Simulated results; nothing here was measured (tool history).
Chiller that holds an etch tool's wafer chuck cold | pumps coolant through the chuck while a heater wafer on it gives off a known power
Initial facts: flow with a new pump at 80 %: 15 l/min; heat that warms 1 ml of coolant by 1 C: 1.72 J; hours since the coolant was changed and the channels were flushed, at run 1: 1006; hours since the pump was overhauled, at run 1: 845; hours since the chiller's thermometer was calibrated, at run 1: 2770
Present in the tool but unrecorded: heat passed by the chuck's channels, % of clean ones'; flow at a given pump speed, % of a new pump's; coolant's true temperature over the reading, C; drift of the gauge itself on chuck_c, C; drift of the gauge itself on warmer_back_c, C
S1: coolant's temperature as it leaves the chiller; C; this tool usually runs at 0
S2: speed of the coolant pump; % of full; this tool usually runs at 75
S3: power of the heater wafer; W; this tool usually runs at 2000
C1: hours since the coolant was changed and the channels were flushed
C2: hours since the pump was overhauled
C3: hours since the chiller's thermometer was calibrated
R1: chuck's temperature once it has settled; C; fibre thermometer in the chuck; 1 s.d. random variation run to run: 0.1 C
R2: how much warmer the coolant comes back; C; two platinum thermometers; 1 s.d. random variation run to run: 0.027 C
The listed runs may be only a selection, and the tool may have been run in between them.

run,day,S1,S2,S3,C1,C2,C3,R1,R2
1,0,0,75,2000,1006,845,2770,20.3,5.02
2,1.612,0,75,2000,1044,884,2809,20.3,5.06
3,3.171,0,75,1765,1082,921,2846,18.2,4.45
4,4.288,0,75,1765,1109,948,2873,18,4.45
5,5.462,0,75,2000,1137,976,2901,20.3,5.07
6,6.75,0,75,2000,1168,1007,2932,20.4,5.09
7,7.542,-5,75,2000,1187,1026,2951,15.6,5.03
8,8.671,-5,75,2000,1214,1053,2978,15.4,5.03
9,10.033,1,75,2000,1247,1086,3011,21.4,5.08
10,11.212,0,75,2000,1275,1114,3039,20.5,5.08
11,12,-4,75,2000,1294,1133,3058,16.6,5.04
12,12.725,-5,62,1421,1311,1151,3076,11.9,4.3
13,13.512,-6,82,1852,1330,1170,3094,12,4.28
14,14.512,-6,82,1852,1354,1194,3118,12,4.3
15,15.946,-6,82,1852,1388,1228,3153,12.1,4.28
16,17.221,-9,97,1502,1419,1259,3183,4.1,2.97
17,18.438,2,87,1502,1448,1288,3213,16.3,3.3

Predict the results of run 18:
18,19.95,2,65,1502,1485,1324,3249,?,?

{"run 18": {"R1": 19.3, "R2": 4.38}}
Had the tool carried no hidden state, the very same run would have given R1 17.9 C, R2 4.3 C.
